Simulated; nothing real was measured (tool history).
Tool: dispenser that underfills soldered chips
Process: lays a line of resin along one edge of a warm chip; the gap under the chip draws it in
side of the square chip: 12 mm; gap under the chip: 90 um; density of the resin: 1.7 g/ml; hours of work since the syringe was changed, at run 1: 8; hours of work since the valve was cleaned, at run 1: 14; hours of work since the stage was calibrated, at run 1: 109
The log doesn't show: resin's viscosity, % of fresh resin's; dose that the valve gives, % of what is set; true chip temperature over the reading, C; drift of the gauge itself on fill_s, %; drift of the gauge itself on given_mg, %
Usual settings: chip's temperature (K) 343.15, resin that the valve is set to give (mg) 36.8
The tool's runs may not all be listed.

| run | hour | chip's temperature (K) | resin that the valve is set to give (mg) | hours of work since the syringe was changed | hours of work since the valve was cleaned | hours of work since the stage was calibrated | time until the resin shows at the far edge (s) | resin that the valve gave (mg) |
|---|---|---|---|---|---|---|---|---|
| 1 | 0 | 343.15 | 36.8 | 8 | 14 | 109 | 82.1 | 36.48 |
|  | 1.6 | new syringe of resin |
| 2 | 2.4 | 343.15 | 36.8 | 1 | 15 | 110 | 55.4 | 36.38 |
| 3 | 5.6 | 339.15 | 36.8 | 3 | 17 | 112 | 73 | 36.29 |
| 4 | 9.5 | 339.15 | 36.8 | 5 | 20 | 115 | 85.4 | 36.32 |
|  | 14.3 | new syringe of resin |
| 5 | 14.4 | 339.15 | 36.8 | 0 | 23 | 118 | 64.8 | 36.54 |
| 6 | 17.4 | 339.15 | 36.8 | 2 | 25 | 120 | 73.2 | 36.38 |
| 7 | 19.7 | 343.15 | 36.8 | 4 | 27 | 122 | 66.7 | 36.33 |
| 8 | 21.6 | 343.15 | 36.8 | 5 | 28 | 123 | 72.2 | 36.31 |
| 9 | 24 | 343.15 | 36.8 | 7 | 30 | 125 | 79.1 | 36.34 |
|  | 26.9 | new syringe of resin |
| 10 | 28.5 | 343.15 | 36.8 | 1 | 33 | 128 | 57.9 | 36.34 |
| 11 | 32 | 343.15 | 36.8 | 3 | 35 | 130 | 64.6 | 36.34 |
| 12 | 36 | 343.15 | 36.8 | 6 | 38 | 133 | 74.9 | 36.27 |
|  | 39.6 | new syringe of resin |
| 13 | 40.4 | 349.15 | 36.8 | 1 | 40 | 135 | 43.7 | 36.16 |
| 14 | 43.6 | 339.15 | 36.8 | 3 | 43 | 138 | 78 | 36.06 |
| 15 | 46.3 | 343.15 | 38.1 | 5 | 44 | 139 | 70 | 37.38 |
| 16 | 49.9 | 343.15 | 36.8 | 7 | 47 | 142 | 80.5 | 36.02 |
|  | 52.1 | new syringe of resin |
| 17 | 53.6 | 343.15 | 36.8 | 1 | 49 | 144 | 57.4 | 36.18 |
| 18 | 56.1 | 328.15 | 36.8 | 3 | 51 | 146 | 128.2 | 36.1 |
| 19 | 60.2 | 328.15 | 36.8 | 5 | 54 | 149 | 151.5 | 35.83 |
| 20 | 63.8 | 332.15 | 32.1 | 8 | 56 | 151 | 144.7 | 31.43 |
|  | 64.7 | new syringe of resin |
| 21 | 66.6 | 357.15 | 37.1 | 1 | 58 | 153 | 31.9 | 36.33 |
| 22 | 71.1 | 333.15 | 37.6 | 4 | 61 | 156 | 110 | 36.53 |
| 23 | 75 | 357.15 | 36.4 | 7 | 63 | 159 | 43.3 | 35.55 |
|  | 77.5 | new syringe of resin |
| 24 | 79.5 | 357.15 | 36.4 | 1 | 66 | 161 | 32.7 | 35.56 |
| 25 | 83.3 | 357.15 | 36.4 | 4 | 69 | 164 | 36.3 | 35.4 |
| 26 | 86.2 | 339.15 | 39.4 | 6 | 71 | 166 | 91.7 | 38.16 |
| 27 | 89.5 | 339.15 | 39.4 | 8 | 73 | 168 | 100.9 | 38.18 |
|  | 90.2 | new syringe of resin |
| 28 | 93.7 | 332.15 | 36.8 | 2 | 76 | 171 | 109 | 35.63 |
| 29 | 97.9 | 332.15 | 45.3 | 5 | 79 | 174 | 123.7 | 43.82 |
| 30 | 101.8 | 332.15 | 45.3 | 8 | 81 | 176 | 144.3 | 43.83 |
|  | 103 | new syringe of resin |
| 31 | 105.4 | 332.15 | 45.3 | 2 | 84 | 179 | 101.5 | 43.83 |
| 32 | 107.4 | 343.15 | 31.4 | 3 | 85 | 180 | 67.1 | 30.38 |
| 33 | 111.7 | 334.15 | 45.1 | 6 | 88 | 183 | 116.4 | 43.39 |
|  | 115.6 | new syringe of resin |
| 34 | 116.1 | 334.15 | 45.1 | 0 | 91 | 186 | 86 | 43.31 |
|  | 119.4 | dispensing valve cleaned and set on the balance |
| 35 | 119.4 | 332.15 | 36.3 | 2 | 0 | 187 | 105.4 | 36.28 |
| 36 | 123.8 | 332.15 | 36.3 | 5 | 3 | 190 | 123.3 | 36.12 |
| 37 | 125.9 | 334.15 | 46.6 | 6 | 4 | 192 | 120.6 | 46.17 |

3 ways to go on from here, each from the tool as it stands after run 37. What would each give?
|  | 129.3 | new syringe of resin |
| A | 129.7 | 342.15 | 40.5 | 0 | 7 | 194 | ? | ? |
|  | 129.3 | new syringe of resin |
| B | 129.7 | 343.15 | 41.8 | 0 | 7 | 194 | ? | ? |
|  | 129.3 | new syringe of resin |
| C | 129.7 | 333.15 | 44.7 | 0 | 7 | 194 | ? | ? |

| run | time until the resin shows at the far edge (s) | resin that the valve gave (mg) |
|---|---|---|
| A | 58.4 | 40.2 |
| B | 56.4 | 41.47 |
| C | 89.7 | 44.35 |
Without the tool's hidden state the same runs would have given:
| run | time until the resin shows at the far edge (s) | resin that the valve gave (mg) |
|---|---|---|
| A | 55.2 | 40.49 |
| B | 53.3 | 41.78 |
| C | 84.6 | 44.67 |

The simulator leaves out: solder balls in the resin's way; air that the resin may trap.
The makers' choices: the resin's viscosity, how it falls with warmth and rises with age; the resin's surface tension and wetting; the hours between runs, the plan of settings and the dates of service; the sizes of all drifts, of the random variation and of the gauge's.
